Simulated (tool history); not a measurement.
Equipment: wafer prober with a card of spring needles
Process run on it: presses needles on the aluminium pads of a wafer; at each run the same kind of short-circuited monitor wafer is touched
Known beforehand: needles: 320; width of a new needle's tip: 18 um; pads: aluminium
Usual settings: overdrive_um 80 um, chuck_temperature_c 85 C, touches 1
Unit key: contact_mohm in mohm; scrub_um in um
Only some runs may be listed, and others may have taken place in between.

run 1 day=0.000 | overdrive_um=80 chuck_temperature_c=85 touches=1 | contact_mohm=306 scrub_um=13.035
run 2 day=0.283 | overdrive_um=80 chuck_temperature_c=85 touches=1 | contact_mohm=309 scrub_um=13.027
run 3 day=0.517 | overdrive_um=80 chuck_temperature_c=85 touches=1 | contact_mohm=285 scrub_um=13.023
run 4 day=0.762 | overdrive_um=80 chuck_temperature_c=85 touches=1 | contact_mohm=298 scrub_um=13.022
run 5 day=1.033 | overdrive_um=80 chuck_temperature_c=68 touches=1 | contact_mohm=295 scrub_um=13.025
run 6 day=1.329 | overdrive_um=80 chuck_temperature_c=68 touches=1 | contact_mohm=303 scrub_um=13.028
run 7 day=1.612 | overdrive_um=80 chuck_temperature_c=68 touches=1 | contact_mohm=308 scrub_um=13.022
run 8 day=1.996 | overdrive_um=80 chuck_temperature_c=68 touches=1 | contact_mohm=286 scrub_um=13.013
run 9 day=2.283 | overdrive_um=80 chuck_temperature_c=68 touches=1 | contact_mohm=291 scrub_um=13.017
run 10 day=2.517 | overdrive_um=80 chuck_temperature_c=88 touches=1 | contact_mohm=302 scrub_um=13.015
run 11 day=2.762 | overdrive_um=80 chuck_temperature_c=88 touches=1 | contact_mohm=309 scrub_um=13.015
run 12 day=3.146 | overdrive_um=80 chuck_temperature_c=85 touches=1 | contact_mohm=313 scrub_um=13.015
run 13 day=3.425 | overdrive_um=80 chuck_temperature_c=27 touches=1 | contact_mohm=268 scrub_um=13.007
run 14 day=3.858 | overdrive_um=80 chuck_temperature_c=27 touches=1 | contact_mohm=282 scrub_um=13.013
run 15 day=4.162 | overdrive_um=80 chuck_temperature_c=27 touches=1 | contact_mohm=291 scrub_um=13.069
run 16 day=4.575 | overdrive_um=80 chuck_temperature_c=27 touches=2 | contact_mohm=282 scrub_um=13.070
run 17 day=4.962 | overdrive_um=80 chuck_temperature_c=27 touches=2 | contact_mohm=261 scrub_um=13.060
run 18 day=5.358 | overdrive_um=80 chuck_temperature_c=85 touches=1 | contact_mohm=293 scrub_um=13.061
run 19 day=5.608 | overdrive_um=80 chuck_temperature_c=85 touches=1 | contact_mohm=303 scrub_um=13.065
run 20 day=5.958 | overdrive_um=83 chuck_temperature_c=105 touches=1 | contact_mohm=310 scrub_um=13.554
run 21 day=6.267 | overdrive_um=83 chuck_temperature_c=105 touches=1 | contact_mohm=310 scrub_um=13.553
run 22 day=6.550 | overdrive_um=83 chuck_temperature_c=105 touches=1 | contact_mohm=289 scrub_um=13.549
run 23 day=6.992 | overdrive_um=66 chuck_temperature_c=85 touches=1 | contact_mohm=309 scrub_um=10.764
run 24 day=7.321 | overdrive_um=66 chuck_temperature_c=85 touches=1 | contact_mohm=320 scrub_um=10.770
run 25 day=7.662 | overdrive_um=67 chuck_temperature_c=60 touches=2 | contact_mohm=299 scrub_um=10.929
run 26 day=7.917 | overdrive_um=80 chuck_temperature_c=125 touches=2 | contact_mohm=304 scrub_um=13.054
run 27 day=8.383 | overdrive_um=80 chuck_temperature_c=41 touches=2 | contact_mohm=273 scrub_um=13.046
run 28 day=8.721 | overdrive_um=80 chuck_temperature_c=105 touches=1 | contact_mohm=303 scrub_um=13.045
run 29 day=9.208 | overdrive_um=60 chuck_temperature_c=92 touches=1 | contact_mohm=336 scrub_um=9.784
run 30 day=9.542 | overdrive_um=63 chuck_temperature_c=85 touches=1 | contact_mohm=292 scrub_um=10.266
run 31 day=9.938 | overdrive_um=72 chuck_temperature_c=85 touches=3 | contact_mohm=284 scrub_um=11.738
run 32 day=10.404 | overdrive_um=81 chuck_temperature_c=67 touches=3 | contact_mohm=277 scrub_um=13.208
run 33 day=10.733 | overdrive_um=94 chuck_temperature_c=67 touches=2 | contact_mohm=285 scrub_um=15.326
run 34 day=11.088 | overdrive_um=81 chuck_temperature_c=68 touches=2 | contact_mohm=277 scrub_um=13.197
run 35 day=11.379 | overdrive_um=81 chuck_temperature_c=68 touches=2 | contact_mohm=276 scrub_um=13.201

The log once held 9 entries between its listed runs, left out of this copy. Where does each go, and what is different about the tool's unlogged condition between the listed run before it and the listed run after it?
Runs 2 to 3: tips cleaned on abrasive film (day 0.325)
  debris on the tips, nm: 100.5 -> 30.7; way that the needles fall short of the set height, um: 0.22 -> 0.27; tips' diameter, um: 18.08 -> 18.1
  measured minus no-state result, contact_mohm: +36 -> +11 mohm; scrub_um: -0.035 -> -0.044 um
Runs 7 to 8: tips cleaned on abrasive film (day 1.838)
  debris on the tips, nm: 100.1 -> 28.4; way that the needles fall short of the set height, um: 0.27 -> 0.31; tips' diameter, um: 18.1 -> 18.11
  measured minus no-state result, contact_mohm: +37 -> +11 mohm; scrub_um: -0.045 -> -0.050 um
Runs 12 to 13: tips cleaned on abrasive film (day 3.350)
  debris on the tips, nm: 101.3 -> 18.4; way that the needles fall short of the set height, um: 0.31 -> 0.36; tips' diameter, um: 18.11 -> 18.13
  measured minus no-state result, contact_mohm: +37 -> +7 mohm; scrub_um: -0.051 -> -0.060 um
Runs 14 to 15: height of the first contact set anew (day 4.050)
  debris on the tips, nm: 62.3 -> 81.1; way that the needles fall short of the set height, um: 0.36 -> 0
  measured minus no-state result, contact_mohm: +24 -> +32 mohm; scrub_um: -0.059 -> +0.000 um
Runs 16 to 17: tips cleaned on abrasive film (day 4.883)
  debris on the tips, nm: 97.9 -> 16.4; way that the needles fall short of the set height, um: 0 -> 0.04; tips' diameter, um: 18.13 -> 18.14
  measured minus no-state result, contact_mohm: +23 -> +4 mohm; scrub_um: +0.000 -> -0.007 um
Runs 21 to 22: tips cleaned on abrasive film (day 6.425)
  debris on the tips, nm: 103.2 -> 25.9; way that the needles fall short of the set height, um: 0.04 -> 0.09; tips' diameter, um: 18.14 -> 18.16
  measured minus no-state result, contact_mohm: +34 -> +9 mohm; scrub_um: -0.007 -> -0.014 um
Runs 26 to 27: tips cleaned on abrasive film (day 7.942)
  debris on the tips, nm: 106.3 -> 54.8; way that the needles fall short of the set height, um: 0.09 -> 0.12; tips' diameter, um: 18.16 -> 18.17
  measured minus no-state result, contact_mohm: +22 -> +13 mohm; scrub_um: -0.014 -> -0.020 um
Runs 29 to 30: tips cleaned on abrasive film (day 9.471)
  debris on the tips, nm: 100 -> 20.5; way that the needles fall short of the set height, um: 0.12 -> 0.16; tips' diameter, um: 18.17 -> 18.18
  measured minus no-state result, contact_mohm: +58 -> +11 mohm; scrub_um: -0.020 -> -0.027 um
Runs 33 to 34: tips cleaned on abrasive film (day 11.000)
  debris on the tips, nm: 99.7 -> 18.7; way that the needles fall short of the set height, um: 0.16 -> 0.2; tips' diameter, um: 18.18 -> 18.2
  measured minus no-state result, contact_mohm: +17 -> +4 mohm; scrub_um: -0.027 -> -0.033 um
